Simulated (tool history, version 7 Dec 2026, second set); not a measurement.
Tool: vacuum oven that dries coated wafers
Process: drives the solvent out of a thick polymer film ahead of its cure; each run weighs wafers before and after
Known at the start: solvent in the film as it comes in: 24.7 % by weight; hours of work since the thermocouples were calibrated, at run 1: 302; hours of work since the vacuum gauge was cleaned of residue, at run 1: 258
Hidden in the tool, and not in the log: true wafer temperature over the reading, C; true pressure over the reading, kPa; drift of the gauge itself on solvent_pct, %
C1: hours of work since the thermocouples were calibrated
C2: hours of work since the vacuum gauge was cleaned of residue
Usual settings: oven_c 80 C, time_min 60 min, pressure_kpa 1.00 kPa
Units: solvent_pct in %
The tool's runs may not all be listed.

run 1 day=0.000 | oven_c=80 time_min=60 pressure_kpa=1.00 | C1=302 C2=258 | solvent_pct=3.05
run 2 day=1.658 | oven_c=80 time_min=60 pressure_kpa=1.00 | C1=330 C2=285 | solvent_pct=3.03
run 3 day=3.842 | oven_c=80 time_min=60 pressure_kpa=1.00 | C1=366 C2=321 | solvent_pct=3.00
run 4 day=5.979 | oven_c=80 time_min=60 pressure_kpa=1.00 | C1=401 C2=357 | solvent_pct=3.10
run 5 day=7.729 | oven_c=83 time_min=60 pressure_kpa=1.00 | C1=430 C2=386 | solvent_pct=1.95
run 6 day=9.458 | oven_c=80 time_min=60 pressure_kpa=1.00 | C1=459 C2=414 | solvent_pct=3.15
run 7 day=11.654 | oven_c=80 time_min=60 pressure_kpa=1.00 | C1=495 C2=451 | solvent_pct=3.11
run 8 day=13.904 | oven_c=87 time_min=90 pressure_kpa=1.00 | C1=532 C2=488 | solvent_pct=0.38
run 9 day=15.583 | oven_c=87 time_min=90 pressure_kpa=1.00 | C1=560 C2=516 | solvent_pct=0.33
run 10 day=17.083 | oven_c=87 time_min=42 pressure_kpa=1.00 | C1=585 C2=541 | solvent_pct=2.16
run 11 day=18.929 | oven_c=80 time_min=51 pressure_kpa=1.36 | C1=616 C2=571 | solvent_pct=4.17
run 12 day=20.358 | oven_c=80 time_min=51 pressure_kpa=1.36 | C1=639 C2=595 | solvent_pct=4.11
run 13 day=21.812 | oven_c=80 time_min=50 pressure_kpa=1.00 | C1=663 C2=619 | solvent_pct=4.18
run 14 day=23.092 | oven_c=74 time_min=82 pressure_kpa=1.04 | C1=684 C2=640 | solvent_pct=4.04

Forecast each of these 3 alternatives for the next run:
run A day=24.979 | oven_c=75 time_min=60 pressure_kpa=0.93 | C1=716 C2=671 | solvent_pct=?
run B day=24.979 | oven_c=88 time_min=60 pressure_kpa=2.30 | C1=716 C2=671 | solvent_pct=?
run C day=24.979 | oven_c=74 time_min=60 pressure_kpa=1.00 | C1=716 C2=671 | solvent_pct=?

run=A solvent_pct=5.68
run=B solvent_pct=1.01
run=C solvent_pct=6.28
Without the tool's hidden state the same runs would have given:
run=A solvent_pct=5.15
run=B solvent_pct=0.83
run=C solvent_pct=5.75

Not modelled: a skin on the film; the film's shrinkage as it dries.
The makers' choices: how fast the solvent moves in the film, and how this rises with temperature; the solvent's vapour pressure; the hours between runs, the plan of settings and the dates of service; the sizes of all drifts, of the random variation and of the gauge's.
